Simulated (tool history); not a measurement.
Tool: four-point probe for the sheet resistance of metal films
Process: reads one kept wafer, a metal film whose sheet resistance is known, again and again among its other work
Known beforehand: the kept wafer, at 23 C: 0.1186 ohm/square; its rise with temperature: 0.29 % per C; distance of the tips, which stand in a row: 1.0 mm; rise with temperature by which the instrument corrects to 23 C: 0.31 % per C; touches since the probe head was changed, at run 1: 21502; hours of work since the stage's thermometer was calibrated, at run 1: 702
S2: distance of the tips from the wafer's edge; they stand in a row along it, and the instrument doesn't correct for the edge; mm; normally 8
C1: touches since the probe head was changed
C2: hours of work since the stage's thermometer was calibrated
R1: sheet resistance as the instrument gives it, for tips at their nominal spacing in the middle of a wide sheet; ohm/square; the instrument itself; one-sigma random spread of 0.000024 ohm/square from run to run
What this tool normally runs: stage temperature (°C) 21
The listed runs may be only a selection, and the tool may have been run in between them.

Run 1, hour 0: usual settings; C1 21502; C2 702. Result: R1 0.119692 ohm/square.
Run 2, hour 19.9: usual settings but stage temperature (°C) 24; C1 22440; C2 713. Result: R1 0.119555 ohm/square.
Run 3, hour 48.1: usual settings but stage temperature (°C) 24; C1 23762; C2 729. Result: R1 0.119552 ohm/square.
Run 4, hour 88.3: usual settings but stage temperature (°C) 24; C1 25653; C2 751. Result: R1 0.11958 ohm/square.
Run 5, hour 114.1: usual settings but stage temperature (°C) 24; C1 26866; C2 766. Result: R1 0.1196 ohm/square.
Run 6, hour 134.7: usual settings but stage temperature (°C) 24; C1 27836; C2 777. Result: R1 0.119594 ohm/square.
Run 7, hour 166.1: usual settings but stage temperature (°C) 24; C1 29309; C2 795. Result: R1 0.119626 ohm/square.
Run 8, hour 191: usual settings but stage temperature (°C) 24; C1 30481; C2 809. Result: R1 0.119595 ohm/square.
Run 9, hour 233.3: usual settings but stage temperature (°C) 34; C1 32469; C2 832. Result: R1 0.119456 ohm/square.
Run 10, hour 277.4: usual settings; C1 34542; C2 857. Result: R1 0.119605 ohm/square.
Run 11, hour 300.9: usual settings; C1 35647; C2 870. Result: R1 0.119628 ohm/square.
Run 12, hour 330.8: usual settings; C1 37052; C2 887. Result: R1 0.119635 ohm/square.
Run 13, hour 355.6: usual settings but stage temperature (°C) 24, S2 31 mm; C1 38220; C2 901. Result: R1 0.118665 ohm/square.
Run 14, hour 378.3: usual settings but stage temperature (°C) 24, S2 31 mm; C1 39284; C2 913. Result: R1 0.118692 ohm/square.
Run 15, hour 417.5: usual settings but S2 39 mm; C1 41129; C2 935. Result: R1 0.118702 ohm/square.
Run 16, hour 439.4: usual settings but stage temperature (°C) 31, S2 24 mm; C1 42156; C2 947. Result: R1 0.118594 ohm/square.
Run 17, hour 464.2: usual settings but stage temperature (°C) 27, S2 60 mm; C1 43326; C2 961. Result: R1 0.118604 ohm/square.
Run 18, hour 491.2: usual settings but stage temperature (°C) 27, S2 60 mm; C1 44591; C2 976. Result: R1 0.118569 ohm/square.
Run 19, hour 529: usual settings but stage temperature (°C) 22, S2 10 mm; C1 46373; C2 998. Result: R1 0.11924 ohm/square.
Run 20, hour 554.4: usual settings but stage temperature (°C) 28, S2 7 mm; C1 47563; C2 1012. Result: R1 0.119812 ohm/square.
Run 21, hour 584.5: usual settings but stage temperature (°C) 19, S2 25 mm; C1 48979; C2 1029. Result: R1 0.118808 ohm/square.
Run 22, hour 610.5: usual settings but stage temperature (°C) 19, S2 25 mm; C1 50202; C2 1043. Result: R1 0.118765 ohm/square.
Run 23, hour 643.1: usual settings but stage temperature (°C) 20, S2 7 mm; C1 51734; C2 1061. Result: R1 0.11996 ohm/square.
Run 24, hour 668.6: usual settings but stage temperature (°C) 20, S2 3 mm; C1 52934; C2 1076. Result: R1 0.125346 ohm/square.

4 ways to go on from here, each from the tool as it stands after run 24. What would each give?
Run A, hour 712.2: usual settings but S2 62 mm; C1 54984; C2 1100. Result: R1 ?.
Run B, hour 712.2: usual settings but stage temperature (°C) 20, S2 30 mm; C1 54984; C2 1100. Result: R1 ?.
Run C, hour 712.2: usual settings but stage temperature (°C) 23; C1 54984; C2 1100. Result: R1 ?.
Run D, hour 712.2: usual settings but S2 15 mm; C1 54984; C2 1100. Result: R1 ?.

run        R1
  A  0.118655
  B  0.118685
  C  0.119593
  D  0.118924
Stripped of hidden state, with their random variation kept, the same runs would have yielded:
run        R1
  A  0.118628
  B  0.118658
  C  0.119566
  D  0.118897
